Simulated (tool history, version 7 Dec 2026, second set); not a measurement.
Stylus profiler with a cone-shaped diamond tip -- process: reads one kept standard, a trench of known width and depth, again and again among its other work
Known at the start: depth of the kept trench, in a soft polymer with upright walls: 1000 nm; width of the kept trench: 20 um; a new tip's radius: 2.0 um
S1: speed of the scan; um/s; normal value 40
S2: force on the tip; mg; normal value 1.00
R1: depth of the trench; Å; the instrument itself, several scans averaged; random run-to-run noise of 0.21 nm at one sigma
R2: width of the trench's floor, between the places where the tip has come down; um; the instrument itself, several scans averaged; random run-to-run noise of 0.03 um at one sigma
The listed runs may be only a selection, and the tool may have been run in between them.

run,hour,S1,S2,R1,R2
1,0.0,40,1.00,10031.9,15.07
2,71.1,40,1.97,10059.6,15.18
3,103.4,40,1.97,10058.7,15.11
4,143.2,40,1.97,10058.5,15.11
5,185.2,40,1.97,10059.5,15.04
6,247.3,40,1.97,10057.2,15.01
7,280.3,40,1.00,10029.5,14.89
8,358.7,40,1.00,10026.4,14.87
9,409.8,40,1.00,10025.5,14.81
10,483.8,40,1.00,10023.6,14.77
11,541.5,40,1.00,10026.0,14.74
12,614.3,40,0.99,10026.5,14.68
13,688.4,63,1.00,10023.7,14.44
14,729.0,63,1.00,10026.7,14.47
15,786.3,63,1.00,10026.4,14.46
16,822.6,63,1.00,10023.6,14.39
17,888.1,63,1.00,10022.5,14.32
18,954.1,63,1.00,10023.6,14.27
19,1013.7,63,1.00,10020.8,14.25
20,1088.8,19,1.00,10022.8,14.56
21,1122.2,40,1.00,10019.5,14.37
22,1171.5,40,1.00,10019.9,14.35
23,1205.7,40,1.00,10021.3,14.29
24,1284.7,40,1.00,10020.6,14.26
25,1337.9,106,0.60,10007.5,13.37
26,1397.4,106,0.60,10004.8,13.35
27,1453.1,106,0.60,10004.2,13.37
28,1490.3,35,2.02,10047.6,14.33
29,1551.2,35,2.02,10045.7,14.33
30,1590.3,29,0.50,9997.2,14.08
31,1649.4,44,1.52,10034.1,14.10
32,1704.5,87,1.85,10040.0,13.75
33,1756.8,77,2.94,10066.8,13.95
34,1798.0,77,1.06,10019.7,13.71
35,1863.8,65,1.39,10028.0,13.79
36,1901.0,76,1.16,10023.3,13.68
# hour 1943.0: new tip fitted, height scale calibrated
37,1969.0,106,1.01,10039.0,15.65
38,2001.4,126,1.90,10066.9,15.72
39,2057.0,147,0.44,10018.6,14.60
40,2122.5,80,1.26,10049.3,15.81
41,2196.2,38,2.25,10073.6,16.12
42,2274.8,38,2.25,10074.8,16.11
43,2336.7,38,2.25,10070.6,16.01
44,2412.1,38,2.25,10067.0,15.92
45,2488.4,12,0.91,10032.8,16.00
46,2521.4,120,0.96,10030.2,15.02

4 ways to go on from here, each from the tool as it stands after run 46. What would each give?
A,2578.0,37,0.96,?,?
B,2578.0,143,0.98,?,?
C,2578.0,147,0.88,?,?
D,2578.0,120,2.67,?,?

run,R1,R2
A,10034.8,15.65
B,10034.8,14.77
C,10030.9,14.70
D,10080.3,15.39
What these runs would have given with no unlogged condition in the tool:
run,R1,R2
A,10048.5,16.16
B,10048.6,15.28
C,10044.7,15.21
D,10094.2,15.90
